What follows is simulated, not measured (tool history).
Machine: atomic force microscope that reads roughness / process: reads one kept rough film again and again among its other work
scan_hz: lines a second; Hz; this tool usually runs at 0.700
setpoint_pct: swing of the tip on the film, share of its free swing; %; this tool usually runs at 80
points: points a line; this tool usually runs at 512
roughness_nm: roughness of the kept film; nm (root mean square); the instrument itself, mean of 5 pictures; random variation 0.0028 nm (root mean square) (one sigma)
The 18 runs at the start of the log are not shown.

| run | hour | scan_hz | setpoint_pct | points | pictures with this tip | hours of work since the height scale was calibrated | roughness_nm |
|---|---|---|---|---|---|---|---|
| 19 | 556.0 | 0.653 | 68 | 401 | 228 | 1364 | 0.814 |
| 20 | 595.4 | 3.827 | 67 | 512 | 279 | 1390 | 0.761 |
| 21 | 636.1 | 2.184 | 59 | 745 | 331 | 1416 | 0.796 |
|  | 646.4 | new tip fitted |
| 22 | 661.5 | 0.700 | 89 | 512 | 20 | 1432 | 0.801 |
| 23 | 688.8 | 0.700 | 89 | 512 | 55 | 1450 | 0.799 |
| 24 | 730.9 | 0.700 | 89 | 512 | 108 | 1477 | 0.799 |
| 25 | 770.6 | 0.700 | 89 | 512 | 159 | 1503 | 0.791 |
| 26 | 789.9 | 0.700 | 89 | 512 | 184 | 1516 | 0.791 |
| 27 | 827.1 | 0.639 | 87 | 512 | 231 | 1540 | 0.793 |
| 28 | 849.4 | 0.639 | 87 | 482 | 260 | 1554 | 0.795 |
| 29 | 879.3 | 0.649 | 60 | 552 | 298 | 1574 | 0.816 |
| 30 | 911.9 | 0.649 | 60 | 552 | 340 | 1595 | 0.808 |
|  | 914.7 | new tip fitted |
| 31 | 954.7 | 1.018 | 66 | 512 | 51 | 1622 | 0.823 |
| 32 | 980.5 | 1.018 | 66 | 512 | 84 | 1639 | 0.822 |
| 33 | 1013.5 | 0.914 | 88 | 289 | 126 | 1661 | 0.793 |
| 34 | 1038.0 | 1.688 | 67 | 289 | 158 | 1677 | 0.807 |
| 35 | 1079.4 | 0.567 | 80 | 857 | 211 | 1703 | 0.806 |

Each row is a separate what-if for the run after 35, all from the same tool condition, not one after another. Results?
| A | 1105.7 | 1.391 | 63 | 420 | 244 | 1721 | ? |
| B | 1105.7 | 0.700 | 80 | 981 | 244 | 1721 | ? |
| C | 1105.7 | 1.365 | 57 | 1009 | 244 | 1721 | ? |

| run | roughness_nm |
|---|---|
| A | 0.805 |
| B | 0.800 |
| C | 0.814 |
Without the tool's hidden state the same runs would have given:
| run | roughness_nm |
|---|---|
| A | 0.812 |
| B | 0.806 |
| C | 0.821 |
